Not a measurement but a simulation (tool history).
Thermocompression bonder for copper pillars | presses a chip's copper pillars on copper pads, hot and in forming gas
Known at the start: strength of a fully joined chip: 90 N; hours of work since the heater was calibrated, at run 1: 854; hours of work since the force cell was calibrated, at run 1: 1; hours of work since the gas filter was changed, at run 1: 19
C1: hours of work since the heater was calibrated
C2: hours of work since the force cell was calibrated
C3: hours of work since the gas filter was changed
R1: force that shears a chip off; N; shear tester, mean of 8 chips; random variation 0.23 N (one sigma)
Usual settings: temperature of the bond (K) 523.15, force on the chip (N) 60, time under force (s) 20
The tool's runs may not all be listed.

Run 1, hour 0: usual settings; C1 854; C2 1; C3 19. Result: R1 32.9 N.
Run 2, hour 21.7: usual settings; C1 864; C2 11; C3 28. Result: R1 32.1 N.
Run 3, hour 43.5: usual settings but force on the chip (N) 56; C1 873; C2 20; C3 38. Result: R1 29.8 N.
Run 4, hour 68.6: usual settings but force on the chip (N) 56; C1 884; C2 32; C3 49. Result: R1 29.5 N.
Run 5, hour 84.8: usual settings but force on the chip (N) 56; C1 891; C2 39; C3 56. Result: R1 29.9 N.
Run 6, hour 109.3: usual settings but force on the chip (N) 56; C1 902; C2 50; C3 67. Result: R1 28.9 N.
Run 7, hour 134.2: usual settings; C1 913; C2 61; C3 78. Result: R1 31.6 N.
At hour 153.6: heater calibrated with a thermocouple chip.
Run 8, hour 160.4: usual settings; C1 3; C2 71; C3 89. Result: R1 32.6 N.
Run 9, hour 187.6: usual settings; C1 15; C2 83; C3 101. Result: R1 32.1 N.
Run 10, hour 215.2: usual settings; C1 27; C2 96; C3 113. Result: R1 32.2 N.
Run 11, hour 238.1: usual settings; C1 37; C2 106; C3 123. Result: R1 31.9 N.
Run 12, hour 263.1: usual settings; C1 48; C2 117; C3 134. Result: R1 32.1 N.
Run 13, hour 285.2: usual settings but time under force (s) 40; C1 58; C2 127; C3 144. Result: R1 40.8 N.
Run 14, hour 299.9: usual settings but temperature of the bond (K) 543.15; C1 65; C2 133; C3 150. Result: R1 39.4 N.
At hour 307.7: forming gas filter changed.
Run 15, hour 327.6: usual settings but temperature of the bond (K) 543.15; C1 77; C2 145; C3 9. Result: R1 42.9 N.
Run 16, hour 343.3: usual settings but temperature of the bond (K) 543.15, force on the chip (N) 65; C1 84; C2 152; C3 16. Result: R1 45.6 N.
Run 17, hour 370.6: usual settings but time under force (s) 13; C1 96; C2 164; C3 28. Result: R1 28.3 N.
Run 18, hour 384.7: usual settings; C1 102; C2 170; C3 34. Result: R1 33.4 N.
Run 19, hour 413.8: usual settings but temperature of the bond (K) 511.15, time under force (s) 23; C1 115; C2 183; C3 47. Result: R1 30.2 N.
Run 20, hour 426.8: usual settings but temperature of the bond (K) 511.15, force on the chip (N) 49, time under force (s) 12; C1 121; C2 189; C3 53. Result: R1 17.8 N.
Run 21, hour 454.1: usual settings but temperature of the bond (K) 511.15, force on the chip (N) 49, time under force (s) 12; C1 133; C2 201; C3 65. Result: R1 18.2 N.
Run 22, hour 482.6: usual settings but temperature of the bond (K) 546.15, force on the chip (N) 55, time under force (s) 14; C1 145; C2 214; C3 77. Result: R1 34.2 N.
Run 23, hour 499.1: usual settings but temperature of the bond (K) 519.15, force on the chip (N) 79, time under force (s) 22; C1 153; C2 221; C3 85. Result: R1 42.8 N.
At hour 502.1: force cell calibrated.
Run 24, hour 528.2: usual settings but temperature of the bond (K) 519.15, force on the chip (N) 79, time under force (s) 22; C1 165; C2 12; C3 97. Result: R1 42.1 N.
Run 25, hour 544: usual settings but temperature of the bond (K) 520.15, force on the chip (N) 61, time under force (s) 42; C1 172; C2 19; C3 104. Result: R1 42.2 N.
Run 26, hour 568.8: usual settings but temperature of the bond (K) 520.15, force on the chip (N) 61, time under force (s) 42; C1 183; C2 29; C3 115. Result: R1 41.6 N.
Run 27, hour 587.8: usual settings but temperature of the bond (K) 508.15; C1 191; C2 38; C3 123. Result: R1 26.4 N.
Run 28, hour 605.9: usual settings but temperature of the bond (K) 508.15; C1 199; C2 46; C3 131. Result: R1 26 N.
Run 29, hour 622.2: usual settings but force on the chip (N) 85, time under force (s) 60; C1 207; C2 53; C3 139. Result: R1 61.6 N.
At hour 628.4: force cell calibrated, once more.
Run 30, hour 640.4: usual settings but temperature of the bond (K) 520.15, force on the chip (N) 76, time under force (s) 26; C1 214; C2 5; C3 146. Result: R1 41.9 N.
At hour 658.1: forming gas filter changed.
Run 31, hour 659.5: usual settings but temperature of the bond (K) 508.15, force on the chip (N) 75, time under force (s) 28; C1 222; C2 14; C3 1. Result: R1 39.8 N.
Run 32, hour 675.3: usual settings but temperature of the bond (K) 527.15, force on the chip (N) 65; C1 229; C2 21; C3 8. Result: R1 38.4 N.
Run 33, hour 699.4: usual settings but temperature of the bond (K) 522.15, time under force (s) 29; C1 240; C2 31; C3 18. Result: R1 37.7 N.
Run 34, hour 727.1: usual settings but temperature of the bond (K) 522.15, time under force (s) 29; C1 252; C2 44; C3 31. Result: R1 38.2 N.
Run 35, hour 745.1: usual settings but temperature of the bond (K) 522.15, time under force (s) 29; C1 260; C2 51; C3 38. Result: R1 37.6 N.
Run 36, hour 772.3: usual settings but temperature of the bond (K) 504.15, force on the chip (N) 43, time under force (s) 27; C1 272; C2 63; C3 51. Result: R1 19.5 N.

Forecast each of these 3 alternatives for the next run:
Run A, hour 788.7: usual settings but temperature of the bond (K) 520.15, force on the chip (N) 63, time under force (s) 13; C1 279; C2 71; C3 58. Result: R1 ?.
Run B, hour 788.7: usual settings but temperature of the bond (K) 527.15, force on the chip (N) 43, time under force (s) 27; C1 279; C2 71; C3 58. Result: R1 ?.
Run C, hour 788.7: usual settings but temperature of the bond (K) 500.15, force on the chip (N) 64, time under force (s) 37; C1 279; C2 71; C3 58. Result: R1 ?.

run    R1
  A  27.9
  B  26.8
  C    33
Without the tool's hidden state the same runs would have given:
run    R1
  A  29.6
  B  28.4
  C  35.1

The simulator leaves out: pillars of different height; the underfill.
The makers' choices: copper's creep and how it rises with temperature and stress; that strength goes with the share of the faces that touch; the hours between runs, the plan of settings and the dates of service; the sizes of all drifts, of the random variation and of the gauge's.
